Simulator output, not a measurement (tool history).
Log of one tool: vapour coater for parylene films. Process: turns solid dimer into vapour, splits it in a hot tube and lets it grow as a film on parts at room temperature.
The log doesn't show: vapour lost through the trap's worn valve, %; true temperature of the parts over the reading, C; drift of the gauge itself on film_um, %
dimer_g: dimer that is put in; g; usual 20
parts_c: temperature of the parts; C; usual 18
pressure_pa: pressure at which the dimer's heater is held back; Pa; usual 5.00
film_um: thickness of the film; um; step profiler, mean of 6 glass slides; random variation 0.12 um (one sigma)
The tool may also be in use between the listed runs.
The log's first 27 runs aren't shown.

run,hour,dimer_g,parts_c,pressure_pa,hours of work since the trap's valve was overhauled,hours of work since the table's thermometer was calibrated,film_um
# hour 421.5: trap's valve overhauled
28,428.3,12,18,6.86,5,381,6.83
29,441.8,12,18,6.86,15,390,6.86
30,455.7,12,13,6.86,25,401,8.50
31,478.7,15,13,2.95,42,417,11.23
# hour 485.8: trap's valve overhauled, once more
32,493.6,15,23,4.04,6,425,8.65
33,516.3,15,23,4.04,22,442,8.59
34,538.1,15,23,4.04,38,458,8.45
35,556.4,20,21,4.43,51,471,12.21
36,576.3,20,21,4.43,66,486,12.28
37,592.2,20,21,4.43,78,497,12.08
38,606.9,20,21,4.43,88,508,12.08
39,621.2,20,14,4.71,99,518,16.23
40,636.2,10,12,4.71,110,529,8.91
41,659.1,10,12,2.02,126,546,9.39
42,674.5,20,16,6.13,138,557,14.35
43,696.3,13,16,6.28,153,573,9.40
44,713.5,20,16,5.00,166,586,14.76
45,733.3,20,16,5.00,180,600,14.44
46,747.8,18,19,3.36,191,611,11.73
47,766.0,18,19,3.36,204,624,11.89

Forecast each of these 4 alternatives for the next run:
A,784.7,10,19,3.36,218,638,?
B,784.7,20,18,4.99,218,638,?
C,784.7,35,10,11.34,218,638,?
D,784.7,8,19,6.12,218,638,?

run,film_um
A,6.55
B,13.22
C,30.90
D,5.07
Without the tool's hidden state the same runs would have given:
run,film_um
A,7.08
B,14.31
C,33.44
D,5.48
